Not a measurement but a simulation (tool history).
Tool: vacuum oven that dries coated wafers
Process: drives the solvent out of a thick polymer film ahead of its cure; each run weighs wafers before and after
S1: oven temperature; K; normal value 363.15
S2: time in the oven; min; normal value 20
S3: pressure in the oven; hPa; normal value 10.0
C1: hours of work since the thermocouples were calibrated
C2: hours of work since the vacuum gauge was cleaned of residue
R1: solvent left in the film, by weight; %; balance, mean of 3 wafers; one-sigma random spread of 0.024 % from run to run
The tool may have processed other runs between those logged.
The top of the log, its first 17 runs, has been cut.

run    hour      S1  S2    S3   C1    C2    R1
 18   485.7  363.15  20  10.0  105   849  2.40
 19   521.6  363.15  20  10.0  120   864  2.39
 20   548.2  363.15  20  10.0  132   875  2.44
 21   581.3  373.15  20  10.0  146   889  0.83
 22   611.8  373.15  32   9.2  158   902  0.57
 23   644.8  374.15  29  12.2  172   916  0.71
 24   683.5  371.15  20  10.0  189   933  1.07
 25   713.2  363.15  11  10.0  201   945  5.45
 26   756.2  363.15  11  10.0  220   963  5.46
 27   782.2  363.15  11  10.0  231   974  5.50
 28   801.9  370.15  16  22.2  239   983  2.31
 29   826.3  370.15  16  22.2  249   993  2.36
 30   864.8  363.15  20   6.5  265  1009  2.16
 31   886.5  363.15  33  19.6  275  1018  1.76
 32   929.8  364.15  31  20.4  293  1037  1.79
 33   949.8  364.15  31  20.4  301  1045  1.75
 34   986.1  377.15  20  32.4  317  1061  1.47
 35  1005.7  363.15  13  32.4  325  1069  5.69
 36  1027.5  366.15  35  32.4  334  1078  2.13
 37  1063.4  366.15  35  32.4  349  1093  2.11
 38  1089.1  355.15  20  38.9  360  1104  6.82
 39  1109.1  349.15  17  10.0  369  1113  7.94
 40  1147.5  368.15  20   6.3  385  1129  1.19
 41  1178.2  364.15  29  39.3  398  1142  3.06
 42  1212.6  364.15  29  39.3  413  1156  3.01

5 options for the next run, each taken on its own from the tool as it stands now. Forecast them:
  A  1230.2  364.15  10  39.3  420  1164   ?
  B  1230.2  365.15  29  39.3  420  1164   ?
  C  1230.2  364.15  33  39.3  420  1164   ?
  D  1230.2  363.15  20  29.7  420  1164   ?
  E  1230.2  376.15  29   5.2  420  1164   ?

run    R1
  A  7.08
  B  2.86
  C  2.88
  D  3.47
  E  0.34
Without the tool's hidden state the same runs would have given:
run    R1
  A  7.02
  B  2.74
  C  2.76
  D  3.37
  E  0.24
